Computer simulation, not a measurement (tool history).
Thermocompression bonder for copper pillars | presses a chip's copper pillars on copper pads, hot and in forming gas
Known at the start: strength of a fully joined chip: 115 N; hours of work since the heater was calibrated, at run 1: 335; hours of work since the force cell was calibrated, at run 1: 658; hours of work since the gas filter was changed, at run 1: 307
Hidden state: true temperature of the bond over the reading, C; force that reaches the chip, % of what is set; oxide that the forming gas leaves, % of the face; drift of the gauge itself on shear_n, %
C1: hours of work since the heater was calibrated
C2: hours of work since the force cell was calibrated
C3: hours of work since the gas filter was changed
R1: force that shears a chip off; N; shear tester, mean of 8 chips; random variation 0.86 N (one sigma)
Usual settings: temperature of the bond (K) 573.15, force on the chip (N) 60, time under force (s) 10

run 1 hour=0.0 | temperature_of_the_bond_(K)=573.15 force_on_the_chip_(N)=60 time_under_force_(s)=10 | C1=335 C2=658 C3=307 | R1=60.1
run 2 hour=36.1 | temperature_of_the_bond_(K)=573.15 force_on_the_chip_(N)=60 time_under_force_(s)=10 | C1=355 C2=678 C3=327 | R1=57.6
run 3 hour=59.1 | temperature_of_the_bond_(K)=573.15 force_on_the_chip_(N)=60 time_under_force_(s)=10 | C1=367 C2=690 C3=339 | R1=58.5
run 4 hour=85.2 | temperature_of_the_bond_(K)=598.15 force_on_the_chip_(N)=60 time_under_force_(s)=10 | C1=381 C2=704 C3=353 | R1=74.8
run 5 hour=107.2 | temperature_of_the_bond_(K)=598.15 force_on_the_chip_(N)=60 time_under_force_(s)=10 | C1=393 C2=716 C3=365 | R1=73.5
-- hour=138.5 forming gas filter changed
run 6 hour=143.2 | temperature_of_the_bond_(K)=573.15 force_on_the_chip_(N)=60 time_under_force_(s)=10 | C1=412 C2=735 C3=3 | R1=64.5
run 7 hour=171.0 | temperature_of_the_bond_(K)=573.15 force_on_the_chip_(N)=60 time_under_force_(s)=10 | C1=427 C2=750 C3=18 | R1=63.5
run 8 hour=198.7 | temperature_of_the_bond_(K)=573.15 force_on_the_chip_(N)=60 time_under_force_(s)=10 | C1=442 C2=765 C3=32 | R1=63.3
run 9 hour=226.6 | temperature_of_the_bond_(K)=573.15 force_on_the_chip_(N)=60 time_under_force_(s)=10 | C1=457 C2=780 C3=48 | R1=62.8
run 10 hour=246.4 | temperature_of_the_bond_(K)=544.15 force_on_the_chip_(N)=60 time_under_force_(s)=10 | C1=468 C2=791 C3=58 | R1=41.6
run 11 hour=274.7 | temperature_of_the_bond_(K)=544.15 force_on_the_chip_(N)=60 time_under_force_(s)=10 | C1=483 C2=806 C3=73 | R1=40.8
run 12 hour=298.9 | temperature_of_the_bond_(K)=544.15 force_on_the_chip_(N)=60 time_under_force_(s)=12 | C1=496 C2=819 C3=86 | R1=42.9
run 13 hour=318.1 | temperature_of_the_bond_(K)=544.15 force_on_the_chip_(N)=60 time_under_force_(s)=12 | C1=506 C2=829 C3=97 | R1=42.9
run 14 hour=345.3 | temperature_of_the_bond_(K)=544.15 force_on_the_chip_(N)=60 time_under_force_(s)=12 | C1=521 C2=844 C3=112 | R1=44.0
run 15 hour=379.2 | temperature_of_the_bond_(K)=573.15 force_on_the_chip_(N)=60 time_under_force_(s)=10 | C1=539 C2=862 C3=130 | R1=60.2
run 16 hour=403.1 | temperature_of_the_bond_(K)=573.15 force_on_the_chip_(N)=60 time_under_force_(s)=10 | C1=552 C2=875 C3=143 | R1=60.2
run 17 hour=436.7 | temperature_of_the_bond_(K)=573.15 force_on_the_chip_(N)=60 time_under_force_(s)=10 | C1=570 C2=893 C3=161 | R1=60.5
run 18 hour=473.8 | temperature_of_the_bond_(K)=573.15 force_on_the_chip_(N)=60 time_under_force_(s)=10 | C1=590 C2=913 C3=181 | R1=61.0
run 19 hour=493.5 | temperature_of_the_bond_(K)=573.15 force_on_the_chip_(N)=60 time_under_force_(s)=10 | C1=601 C2=924 C3=191 | R1=57.9
run 20 hour=515.9 | temperature_of_the_bond_(K)=573.15 force_on_the_chip_(N)=60 time_under_force_(s)=10 | C1=613 C2=936 C3=203 | R1=58.4
run 21 hour=536.8 | temperature_of_the_bond_(K)=573.15 force_on_the_chip_(N)=60 time_under_force_(s)=10 | C1=624 C2=947 C3=215 | R1=58.5
run 22 hour=570.9 | temperature_of_the_bond_(K)=581.15 force_on_the_chip_(N)=49 time_under_force_(s)=15 | C1=643 C2=966 C3=233 | R1=61.8
run 23 hour=592.7 | temperature_of_the_bond_(K)=581.15 force_on_the_chip_(N)=49 time_under_force_(s)=15 | C1=655 C2=978 C3=245 | R1=60.6
run 24 hour=608.1 | temperature_of_the_bond_(K)=544.15 force_on_the_chip_(N)=60 time_under_force_(s)=5 | C1=663 C2=986 C3=253 | R1=28.5
run 25 hour=639.3 | temperature_of_the_bond_(K)=557.15 force_on_the_chip_(N)=36 time_under_force_(s)=10 | C1=680 C2=1003 C3=270 | R1=26.0
run 26 hour=662.2 | temperature_of_the_bond_(K)=571.15 force_on_the_chip_(N)=68 time_under_force_(s)=10 | C1=692 C2=1015 C3=282 | R1=63.7
run 27 hour=694.9 | temperature_of_the_bond_(K)=571.15 force_on_the_chip_(N)=68 time_under_force_(s)=10 | C1=710 C2=1033 C3=300 | R1=61.0
run 28 hour=720.1 | temperature_of_the_bond_(K)=571.15 force_on_the_chip_(N)=60 time_under_force_(s)=7 | C1=723 C2=1046 C3=314 | R1=49.3
run 29 hour=753.4 | temperature_of_the_bond_(K)=591.15 force_on_the_chip_(N)=48 time_under_force_(s)=19 | C1=741 C2=1064 C3=331 | R1=67.8
run 30 hour=786.4 | temperature_of_the_bond_(K)=591.15 force_on_the_chip_(N)=48 time_under_force_(s)=19 | C1=759 C2=1082 C3=349 | R1=68.7
run 31 hour=803.7 | temperature_of_the_bond_(K)=591.15 force_on_the_chip_(N)=48 time_under_force_(s)=19 | C1=768 C2=1091 C3=359 | R1=68.5
run 32 hour=823.5 | temperature_of_the_bond_(K)=573.15 force_on_the_chip_(N)=73 time_under_force_(s)=8 | C1=779 C2=1102 C3=369 | R1=61.9
run 33 hour=844.5 | temperature_of_the_bond_(K)=582.15 force_on_the_chip_(N)=73 time_under_force_(s)=12 | C1=790 C2=1113 C3=381 | R1=75.8
-- hour=847.5 forming gas filter changed
run 34 hour=862.6 | temperature_of_the_bond_(K)=573.15 force_on_the_chip_(N)=56 time_under_force_(s)=6 | C1=800 C2=1123 C3=8 | R1=48.2
run 35 hour=878.8 | temperature_of_the_bond_(K)=573.15 force_on_the_chip_(N)=56 time_under_force_(s)=6 | C1=808 C2=1131 C3=17 | R1=47.0
run 36 hour=910.3 | temperature_of_the_bond_(K)=549.15 force_on_the_chip_(N)=77 time_under_force_(s)=6 | C1=825 C2=1148 C3=34 | R1=46.0
run 37 hour=925.9 | temperature_of_the_bond_(K)=581.15 force_on_the_chip_(N)=43 time_under_force_(s)=23 | C1=834 C2=1157 C3=42 | R1=67.3
run 38 hour=952.2 | temperature_of_the_bond_(K)=573.15 force_on_the_chip_(N)=45 time_under_force_(s)=20 | C1=848 C2=1171 C3=56 | R1=58.1

5 ways to go on from here, each from the tool as it stands after run 38. What would each give?
run A hour=974.5 | temperature_of_the_bond_(K)=574.15 force_on_the_chip_(N)=60 time_under_force_(s)=11 | C1=860 C2=1183 C3=68 | R1=?
run B hour=974.5 | temperature_of_the_bond_(K)=567.15 force_on_the_chip_(N)=60 time_under_force_(s)=10 | C1=860 C2=1183 C3=68 | R1=?
run C hour=974.5 | temperature_of_the_bond_(K)=569.15 force_on_the_chip_(N)=76 time_under_force_(s)=20 | C1=860 C2=1183 C3=68 | R1=?
run D hour=974.5 | temperature_of_the_bond_(K)=573.15 force_on_the_chip_(N)=43 time_under_force_(s)=20 | C1=860 C2=1183 C3=68 | R1=?
run E hour=974.5 | temperature_of_the_bond_(K)=596.15 force_on_the_chip_(N)=45 time_under_force_(s)=20 | C1=860 C2=1183 C3=68 | R1=?

run=A R1=62.3
run=B R1=55.0
run=C R1=82.2
run=D R1=57.1
run=E R1=75.5
Without the tool's hidden state the same runs would have given:
run=A R1=71.7
run=B R1=64.2
run=C R1=91.4
run=D R1=66.3
run=E R1=84.9
